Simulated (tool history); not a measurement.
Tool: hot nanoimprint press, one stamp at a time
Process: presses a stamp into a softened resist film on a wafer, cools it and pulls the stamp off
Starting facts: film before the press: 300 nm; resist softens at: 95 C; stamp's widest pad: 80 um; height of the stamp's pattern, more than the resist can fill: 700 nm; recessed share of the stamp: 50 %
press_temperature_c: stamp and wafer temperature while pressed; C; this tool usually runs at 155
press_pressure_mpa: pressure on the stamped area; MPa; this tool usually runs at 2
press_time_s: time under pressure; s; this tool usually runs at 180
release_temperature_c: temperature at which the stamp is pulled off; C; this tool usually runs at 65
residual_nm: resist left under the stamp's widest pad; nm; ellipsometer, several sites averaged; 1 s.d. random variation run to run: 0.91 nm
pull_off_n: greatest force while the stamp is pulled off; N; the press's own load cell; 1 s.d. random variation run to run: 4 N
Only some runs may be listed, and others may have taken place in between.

Run 1, hour 0: usual settings. Result: residual_nm 125.9 nm, pull_off_n 211 N.
Run 2, hour 45.5: usual settings. Result: residual_nm 126.3 nm, pull_off_n 213 N.
Run 3, hour 74.1: usual settings but press_pressure_mpa 1.73 MPa. Result: residual_nm 136.3 nm, pull_off_n 216 N.
Run 4, hour 112.3: usual settings but press_pressure_mpa 1.73 MPa. Result: residual_nm 135.3 nm, pull_off_n 209 N.
Run 5, hour 161: usual settings. Result: residual_nm 126.1 nm, pull_off_n 224 N.
Run 6, hour 193.4: usual settings. Result: residual_nm 123 nm, pull_off_n 233 N.
Run 7, hour 249.3: usual settings. Result: residual_nm 124.8 nm, pull_off_n 233 N.
Run 8, hour 276.1: usual settings but press_temperature_c 145 C. Result: residual_nm 204.7 nm, pull_off_n 237 N.
Run 9, hour 314.1: usual settings but press_temperature_c 145 C. Result: residual_nm 209.7 nm, pull_off_n 243 N.
At hour 337.7: plate thermocouple calibrated.
Run 10, hour 359.2: usual settings but press_temperature_c 145 C. Result: residual_nm 201.8 nm, pull_off_n 238 N.
Run 11, hour 394.4: usual settings but press_temperature_c 147 C. Result: residual_nm 183.6 nm, pull_off_n 242 N.
Run 12, hour 440.6: usual settings but press_pressure_mpa 2.46 MPa. Result: residual_nm 106.7 nm, pull_off_n 255 N.
At hour 459: stamp cleaned and given a new release coat.
Run 13, hour 502.4: usual settings but press_temperature_c 156 C, press_pressure_mpa 2.46 MPa, release_temperature_c 61 C. Result: residual_nm 100.2 nm, pull_off_n 205 N.
Run 14, hour 545: usual settings but press_temperature_c 159 C, press_pressure_mpa 2.27 MPa, press_time_s 196 s, release_temperature_c 67 C. Result: residual_nm 83.1 nm, pull_off_n 187 N.
Run 15, hour 573.8: usual settings but press_time_s 349 s, release_temperature_c 62 C. Result: residual_nm 89.2 nm, pull_off_n 205 N.
Run 16, hour 627.6: usual settings but press_time_s 349 s, release_temperature_c 62 C. Result: residual_nm 88.8 nm, pull_off_n 215 N.
At hour 643.4: plate thermocouple calibrated, once more.
Run 17, hour 672.6: usual settings but press_temperature_c 163 C, release_temperature_c 59 C. Result: residual_nm 82.6 nm, pull_off_n 233 N.
Run 18, hour 712.1: usual settings but press_temperature_c 149 C, press_time_s 99 s, release_temperature_c 59 C. Result: residual_nm 212.9 nm, pull_off_n 240 N.
Run 19, hour 757.8: usual settings but press_temperature_c 162 C, press_pressure_mpa 2.79 MPa, press_time_s 98 s. Result: residual_nm 94.8 nm, pull_off_n 221 N.

Consider 3 possible next runs. They are alternatives, not a sequence: every one starts from the tool as it was left by run 19. What does each give?
Run A, hour 804: usual settings but press_temperature_c 162 C, press_pressure_mpa 1.77 MPa, press_time_s 98 s. Result: residual_nm ?, pull_off_n ?.
Run B, hour 804: usual settings but press_temperature_c 162 C, press_pressure_mpa 3.19 MPa, press_time_s 273 s. Result: residual_nm ?, pull_off_n ?.
Run C, hour 804: usual settings but press_temperature_c 160 C, press_time_s 261 s, release_temperature_c 60 C. Result: residual_nm ?, pull_off_n ?.

run  residual_nm  pull_off_n
  A        119.3         223
  B         58.5         230
  C         82.4         251
Without the tool's unlogged condition, the same runs would have read:
run  residual_nm  pull_off_n
  A        118.5         188
  B         56.8         195
  C         81.5         212
